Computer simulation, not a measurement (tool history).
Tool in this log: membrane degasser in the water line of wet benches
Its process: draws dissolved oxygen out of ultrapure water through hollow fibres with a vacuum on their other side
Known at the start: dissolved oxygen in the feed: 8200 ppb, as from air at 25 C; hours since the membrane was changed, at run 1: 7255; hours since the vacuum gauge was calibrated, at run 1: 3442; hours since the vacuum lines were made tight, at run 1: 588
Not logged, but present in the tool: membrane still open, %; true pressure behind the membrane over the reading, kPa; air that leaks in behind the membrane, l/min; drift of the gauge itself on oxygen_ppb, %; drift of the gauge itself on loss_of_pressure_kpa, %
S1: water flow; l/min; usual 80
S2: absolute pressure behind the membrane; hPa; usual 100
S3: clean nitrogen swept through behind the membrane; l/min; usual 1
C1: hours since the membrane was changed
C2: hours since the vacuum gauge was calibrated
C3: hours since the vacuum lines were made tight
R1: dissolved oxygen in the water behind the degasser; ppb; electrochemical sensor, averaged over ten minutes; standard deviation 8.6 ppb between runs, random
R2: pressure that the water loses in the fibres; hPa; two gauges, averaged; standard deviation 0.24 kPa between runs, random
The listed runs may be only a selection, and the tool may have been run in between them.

{"run": 1, "day": 0.0, "S1": 80, "S2": 100, "S3": 1, "C1": 7255, "C2": 3442, "C3": 588, "R1": 849.1, "R2": 620.8}
{"run": 2, "day": 7.642, "S1": 80, "S2": 100, "S3": 1, "C1": 7439, "C2": 3625, "C3": 771, "R1": 856, "R2": 621.5}
{"run": 3, "day": 13.696, "S1": 80, "S2": 100, "S3": 1, "C1": 7584, "C2": 3770, "C3": 916, "R1": 860.4, "R2": 624.6}
{"run": 4, "day": 18.15, "S1": 80, "S2": 100, "S3": 1, "C1": 7691, "C2": 3877, "C3": 1023, "R1": 851.5, "R2": 623.2}
{"run": 5, "day": 26.208, "S1": 80, "S2": 100, "S3": 1, "C1": 7884, "C2": 4071, "C3": 1217, "R1": 866.8, "R2": 625.6}
{"run": 6, "day": 32.558, "S1": 80, "S2": 100, "S3": 0.94, "C1": 8037, "C2": 4223, "C3": 1369, "R1": 885, "R2": 621.7}
{"run": 7, "day": 37.183, "S1": 80, "S2": 100, "S3": 0.94, "C1": 8148, "C2": 4334, "C3": 1480, "R1": 891, "R2": 623.6}
{"run": 8, "day": 42.008, "S1": 80, "S2": 100, "S3": 0.94, "C1": 8264, "C2": 4450, "C3": 1596, "R1": 885.1, "R2": 623.8}
{"run": 9, "day": 50.612, "S1": 80, "S2": 100, "S3": 1, "C1": 8470, "C2": 4656, "C3": 1802, "R1": 871.8, "R2": 626.5}
{"run": 10, "day": 58.071, "S1": 80, "S2": 100, "S3": 1, "C1": 8649, "C2": 4835, "C3": 1981, "R1": 861.5, "R2": 624.9}
{"run": 11, "day": 66.038, "S1": 80, "S2": 113, "S3": 1, "C1": 8840, "C2": 5026, "C3": 2173, "R1": 1002.4, "R2": 625.4}
{"run": 12, "day": 69.854, "S1": 80, "S2": 113, "S3": 1, "C1": 8932, "C2": 5118, "C3": 2264, "R1": 997.5, "R2": 620.8}
{"run": 13, "day": 75.708, "S1": 80, "S2": 100, "S3": 1, "C1": 9072, "C2": 5259, "C3": 2405, "R1": 853.2, "R2": 620.4}
{"run": 14, "day": 84.238, "S1": 80, "S2": 100, "S3": 1, "C1": 9277, "C2": 5463, "C3": 2610, "R1": 869.7, "R2": 621}
{"run": 15, "day": 89.738, "S1": 80, "S2": 100, "S3": 1, "C1": 9409, "C2": 5595, "C3": 2741, "R1": 853.6, "R2": 626.8}
{"run": 16, "day": 95.425, "S1": 80, "S2": 100, "S3": 1, "C1": 9546, "C2": 5732, "C3": 2878, "R1": 859.9, "R2": 624}
{"run": 17, "day": 99.471, "S1": 80, "S2": 100, "S3": 1, "C1": 9643, "C2": 5829, "C3": 2975, "R1": 856.4, "R2": 624.8}
{"run": 18, "day": 103.721, "S1": 80, "S2": 100, "S3": 1, "C1": 9745, "C2": 5931, "C3": 3077, "R1": 867.9, "R2": 622.4}
{"run": 19, "day": 111.662, "S1": 57, "S2": 117, "S3": 0.91, "C1": 9935, "C2": 6122, "C3": 3268, "R1": 877.8, "R2": 442.6}
{"run": 20, "day": 119.529, "S1": 80, "S2": 100, "S3": 2.44, "C1": 10124, "C2": 6310, "C3": 3456, "R1": 457.1, "R2": 620.4}
{"run": 21, "day": 123.733, "S1": 80, "S2": 100, "S3": 0.43, "C1": 10225, "C2": 6411, "C3": 3557, "R1": 1332, "R2": 626.6}
{"run": 22, "day": 132.008, "S1": 80, "S2": 100, "S3": 0.43, "C1": 10424, "C2": 6610, "C3": 3756, "R1": 1370, "R2": 622.8}
{"run": 23, "day": 136.175, "S1": 63, "S2": 244, "S3": 0.43, "C1": 10524, "C2": 6710, "C3": 3856, "R1": 3090, "R2": 492.1}
{"run": 24, "day": 140.538, "S1": 80, "S2": 237, "S3": 1, "C1": 10628, "C2": 6814, "C3": 3961, "R1": 2205.4, "R2": 625.3}
{"run": 25, "day": 145.583, "S1": 80, "S2": 93, "S3": 1, "C1": 10749, "C2": 6936, "C3": 4082, "R1": 771.6, "R2": 623}
{"run": 26, "day": 154.608, "S1": 80, "S2": 93, "S3": 1, "C1": 10966, "C2": 7152, "C3": 4298, "R1": 763.4, "R2": 620.6}
{"run": 27, "day": 160.754, "S1": 123, "S2": 100, "S3": 1, "C1": 11114, "C2": 7300, "C3": 4446, "R1": 1139.1, "R2": 961.4}
{"run": 28, "day": 166.658, "S1": 62, "S2": 73, "S3": 1, "C1": 11255, "C2": 7441, "C3": 4588, "R1": 449, "R2": 485.1}
{"run": 29, "day": 174.983, "S1": 59, "S2": 100, "S3": 0.48, "C1": 11455, "C2": 7641, "C3": 4787, "R1": 1097, "R2": 463.4}
{"run": 30, "day": 182.275, "S1": 87, "S2": 123, "S3": 0.56, "C1": 11630, "C2": 7816, "C3": 4962, "R1": 1668, "R2": 683}
{"run": 31, "day": 188.788, "S1": 86, "S2": 72, "S3": 0.55, "C1": 11786, "C2": 7973, "C3": 5119, "R1": 779.9, "R2": 670.3}
{"run": 32, "day": 196.567, "S1": 57, "S2": 77, "S3": 2.69, "C1": 11973, "C2": 8159, "C3": 5305, "R1": 207.6, "R2": 445.6}
{"run": 33, "day": 200.371, "S1": 55, "S2": 193, "S3": 0.49, "C1": 12064, "C2": 8250, "C3": 5397, "R1": 2167, "R2": 427.1}

Selected run-to-run steps in R2, each split into two signed amounts: the part the tool would show with no hidden state at all (from settings, incoming material and random variation), and the remainder, which goes to the hidden state together with any gauge scatter not common to the measured and the hidden-state-free results:
Run 26 -> 27: S1 80 -> 123, S2 93 -> 100. R2 +340.8 hPa: hidden state +0.9, all else +339.9.
Run 27 -> 28: S1 123 -> 62, S2 100 -> 73. R2 -476.3 hPa: hidden state -1.3, all else -475.
Run 29 -> 30: S1 59 -> 87, S2 100 -> 123, S3 0.48 -> 0.56. R2 +219.6 hPa: hidden state +0.6, all else +219.
Run 31 -> 32: S1 86 -> 57, S2 72 -> 77, S3 0.55 -> 2.69. R2 -224.7 hPa: hidden state -0.6, all else -224.1.
